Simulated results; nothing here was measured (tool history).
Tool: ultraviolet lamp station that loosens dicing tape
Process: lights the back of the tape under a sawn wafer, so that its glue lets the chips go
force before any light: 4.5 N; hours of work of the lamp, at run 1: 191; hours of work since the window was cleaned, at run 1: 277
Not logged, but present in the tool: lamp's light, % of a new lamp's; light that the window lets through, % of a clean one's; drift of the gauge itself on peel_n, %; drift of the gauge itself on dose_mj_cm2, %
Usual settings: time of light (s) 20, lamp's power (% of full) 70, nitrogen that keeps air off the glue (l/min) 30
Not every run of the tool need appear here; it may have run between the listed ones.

run      day  time of light (s)  lamp's power (% of full)  nitrogen that keeps air off the glue (l/min)  hours of work of the lamp  hours of work since the window was cleaned  force that peels the tape off (N)  light that reached the tape (J/m2)
  1    0.000                 20                        70                                            30                        191                                         277                              0.749                                4320
  2    3.525                 20                        66                                            30                        250                                         337                              0.808                                3990
  3    6.246                 20                        66                                            30                        297                                         383                              0.796                                4010
  4    8.342                 20                        67                                            30                        332                                         418                              0.791                                4060
  5   10.362                 20                        67                                            30                        366                                         452                              0.791                                4090
  6   13.892                 20                        70                                            35                        426                                         512                              0.726                                4300
  7   17.396                 20                        70                                            35                        485                                         572                              0.708                                4280
  8   19.296                 20                        70                                            30                        517                                         604                              0.731                                4270
      21.521  -- window cleaned of glue's vapour
  9   23.175                 20                        70                                            30                        583                                          28                              0.726                                4340
 10   26.688                 20                        70                                            30                        642                                          88                              0.729                                4280
 11   29.571                 20                        70                                            30                        691                                         136                              0.714                                4240
 12   33.162                 20                        70                                            30                        752                                         197                              0.727                                4300
 13   36.262                 20                        70                                            30                        804                                         250                              0.730                                4250
 14   39.642                 20                        70                                            30                        862                                         307                              0.697                                4280
 15   43.462                 20                        70                                            30                        926                                         371                              0.706                                4260
 16   45.983                 20                        70                                            32                        969                                         414                              0.717                                4260
 17   49.375                 20                        70                                            32                       1026                                         472                              0.728                                4270
 18   51.988                 20                        70                                            32                       1071                                         516                              0.733                                4250
 19   54.825                 20                        70                                            32                       1119                                         564                              0.714                                4300
 20   58.979                 35                        70                                            30                       1189                                         634                              0.256                                7540
      59.233  -- window cleaned of glue's vapour
 21   62.671                 20                        70                                            30                       1251                                          58                              0.746                                4250
 22   66.379                 14                        95                                             9                       1314                                         121                              1.187                                4020
 23   69.604                 20                        75                                            30                       1368                                         176                              0.658                                4550
      69.929  -- lamp changed
 24   71.542                 32                        71                                            44                         27                                         208                              0.272                                6980
 25   74.892                 26                        62                                            20                         84                                         264                              0.688                                4930
 26   78.067                 20                        73                                            30                        138                                         318                              0.679                                4490
 27   80.746                 20                        82                                            30                        183                                         363                              0.557                                5030
 28   83.829                 23                        70                                            15                        235                                         416                              0.797                                4930
 29   87.221                 20                        83                                            30                        293                                         473                              0.542                                5100
 30   90.208                 20                        83                                            30                        343                                         524                              0.532                                5100
 31   92.242                 20                        70                                            11                        378                                         558                              1.037                                4240
 32   95.271                 15                        64                                            19                        429                                         609                              1.446                                2970
      97.050  -- window cleaned of glue's vapour
 33   97.908                 28                        64                                            15                        473                                          15                              0.643                                5440
 34  101.117                 28                        64                                            15                        528                                          69                              0.631                                5490
 35  104.717                 26                        67                                            30                        589                                         130                              0.493                                5340
 36  107.529                 26                        67                                            30                        636                                         177                              0.512                                5380
 37  111.454                 26                        67                                            30                        703                                         244                              0.510                                5310
 38  113.700                 26                        73                                            27                        741                                         282                              0.439                                5840
 39  116.288                 21                        61                                            11                        784                                         326                              1.158                                3910
 40  120.283                 21                        61                                            11                        852                                         393                              1.199                                3870
 41  122.442                 16                        70                                            33                        889                                         430                              0.986                                3430
 42  124.367                 16                        70                                            33                        921                                         462                              0.991                                3370

Entry by entry between the runs, the difference in hidden state between the last listed run before and the first listed run after:
Logged between run 8 and run 9: window cleaned of glue's vapour (day 21.521)
  light that the window lets through, % of a clean one's: 99.9 -> 100
Logged between run 20 and run 21: window cleaned of glue's vapour (day 59.233)
  light that the window lets through, % of a clean one's: 99.9 -> 100
Logged between run 23 and run 24: lamp changed (day 69.929)
  lamp's light, % of a new lamp's: 99.8 -> 100
Logged between run 32 and run 33: window cleaned of glue's vapour (day 97.050)
  light that the window lets through, % of a clean one's: 99.9 -> 100

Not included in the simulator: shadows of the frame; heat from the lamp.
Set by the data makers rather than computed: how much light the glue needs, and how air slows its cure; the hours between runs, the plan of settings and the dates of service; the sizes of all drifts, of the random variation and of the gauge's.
